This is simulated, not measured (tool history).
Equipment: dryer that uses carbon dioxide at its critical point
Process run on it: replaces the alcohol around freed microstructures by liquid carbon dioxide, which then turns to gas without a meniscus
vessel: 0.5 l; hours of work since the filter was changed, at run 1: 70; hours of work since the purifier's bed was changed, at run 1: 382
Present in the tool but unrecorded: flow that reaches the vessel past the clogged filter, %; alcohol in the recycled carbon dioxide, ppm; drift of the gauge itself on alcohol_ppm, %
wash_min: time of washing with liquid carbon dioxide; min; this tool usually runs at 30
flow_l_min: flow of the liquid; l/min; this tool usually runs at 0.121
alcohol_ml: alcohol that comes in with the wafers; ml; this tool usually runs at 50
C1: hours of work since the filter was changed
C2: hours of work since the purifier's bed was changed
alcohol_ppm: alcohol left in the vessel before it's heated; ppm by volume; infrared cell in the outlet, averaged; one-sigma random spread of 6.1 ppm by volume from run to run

{"run": 1, "day": 0.0, "wash_min": 30, "flow_l_min": 0.121, "alcohol_ml": 50, "C1": 70, "C2": 382, "alcohol_ppm": 304}
{"run": 2, "day": 1.471, "wash_min": 29, "flow_l_min": 0.121, "alcohol_ml": 50, "C1": 91, "C2": 403, "alcohol_ppm": 396}
{"run": 3, "day": 2.679, "wash_min": 32, "flow_l_min": 0.121, "alcohol_ml": 50, "C1": 108, "C2": 420, "alcohol_ppm": 240}
{"run": 4, "day": 4.5, "wash_min": 30, "flow_l_min": 0.121, "alcohol_ml": 59, "C1": 133, "C2": 446, "alcohol_ppm": 428}
{"run": 5, "day": 5.546, "wash_min": 30, "flow_l_min": 0.121, "alcohol_ml": 59, "C1": 148, "C2": 460, "alcohol_ppm": 418}
{"run": 6, "day": 6.812, "wash_min": 30, "flow_l_min": 0.121, "alcohol_ml": 50, "C1": 166, "C2": 478, "alcohol_ppm": 381}
{"run": 7, "day": 8.062, "wash_min": 30, "flow_l_min": 0.121, "alcohol_ml": 84, "C1": 183, "C2": 496, "alcohol_ppm": 658}
{"run": 8, "day": 9.546, "wash_min": 30, "flow_l_min": 0.121, "alcohol_ml": 84, "C1": 204, "C2": 517, "alcohol_ppm": 694}
{"run": 9, "day": 10.396, "wash_min": 30, "flow_l_min": 0.121, "alcohol_ml": 84, "C1": 216, "C2": 529, "alcohol_ppm": 710}
{"run": 10, "day": 11.188, "wash_min": 30, "flow_l_min": 0.121, "alcohol_ml": 50, "C1": 227, "C2": 540, "alcohol_ppm": 454}
{"run": 11, "day": 12.429, "wash_min": 30, "flow_l_min": 0.121, "alcohol_ml": 50, "C1": 245, "C2": 557, "alcohol_ppm": 462}
{"run": 12, "day": 13.242, "wash_min": 30, "flow_l_min": 0.204, "alcohol_ml": 50, "C1": 256, "C2": 569, "alcohol_ppm": 49}
{"run": 13, "day": 14.021, "wash_min": 25, "flow_l_min": 0.121, "alcohol_ml": 29, "C1": 267, "C2": 580, "alcohol_ppm": 670}
{"day": 15.154, "done": "inlet filter changed"}
{"run": 14, "day": 15.629, "wash_min": 38, "flow_l_min": 0.118, "alcohol_ml": 25, "C1": 7, "C2": 602, "alcohol_ppm": 65}
{"run": 15, "day": 17.454, "wash_min": 38, "flow_l_min": 0.118, "alcohol_ml": 25, "C1": 32, "C2": 628, "alcohol_ppm": 67}
{"run": 16, "day": 19.279, "wash_min": 38, "flow_l_min": 0.16, "alcohol_ml": 28, "C1": 58, "C2": 653, "alcohol_ppm": 45}
{"run": 17, "day": 20.767, "wash_min": 30, "flow_l_min": 0.148, "alcohol_ml": 50, "C1": 79, "C2": 674, "alcohol_ppm": 116}
{"run": 18, "day": 21.904, "wash_min": 30, "flow_l_min": 0.148, "alcohol_ml": 50, "C1": 95, "C2": 690, "alcohol_ppm": 121}
{"run": 19, "day": 23.725, "wash_min": 30, "flow_l_min": 0.162, "alcohol_ml": 50, "C1": 121, "C2": 716, "alcohol_ppm": 87}
{"run": 20, "day": 25.171, "wash_min": 30, "flow_l_min": 0.164, "alcohol_ml": 50, "C1": 141, "C2": 736, "alcohol_ppm": 78}
{"run": 21, "day": 26.812, "wash_min": 45, "flow_l_min": 0.139, "alcohol_ml": 25, "C1": 164, "C2": 759, "alcohol_ppm": 53}
{"run": 22, "day": 28.496, "wash_min": 47, "flow_l_min": 0.117, "alcohol_ml": 24, "C1": 188, "C2": 783, "alcohol_ppm": 53}
{"run": 23, "day": 30.188, "wash_min": 29, "flow_l_min": 0.117, "alcohol_ml": 27, "C1": 212, "C2": 807, "alcohol_ppm": 343}
{"run": 24, "day": 31.742, "wash_min": 37, "flow_l_min": 0.14, "alcohol_ml": 24, "C1": 234, "C2": 829, "alcohol_ppm": 70}

4 ways to go on from here, each from the tool as it stands after run 24. What would each give?
{"run": "A", "day": 32.975, "wash_min": 37, "flow_l_min": 0.174, "alcohol_ml": 47, "C1": 251, "C2": 846, "alcohol_ppm": "?"}
{"run": "B", "day": 32.975, "wash_min": 37, "flow_l_min": 0.14, "alcohol_ml": 78, "C1": 251, "C2": 846, "alcohol_ppm": "?"}
{"run": "C", "day": 32.975, "wash_min": 30, "flow_l_min": 0.177, "alcohol_ml": 50, "C1": 251, "C2": 846, "alcohol_ppm": "?"}
{"run": "D", "day": 32.975, "wash_min": 37, "flow_l_min": 0.184, "alcohol_ml": 40, "C1": 251, "C2": 846, "alcohol_ppm": "?"}

run=A alcohol_ppm=46
run=B alcohol_ppm=115
run=C alcohol_ppm=85
run=D alcohol_ppm=53
What these runs would have given with no unlogged condition in the tool:
run=A alcohol_ppm=0
run=B alcohol_ppm=34
run=C alcohol_ppm=19
run=D alcohol_ppm=3
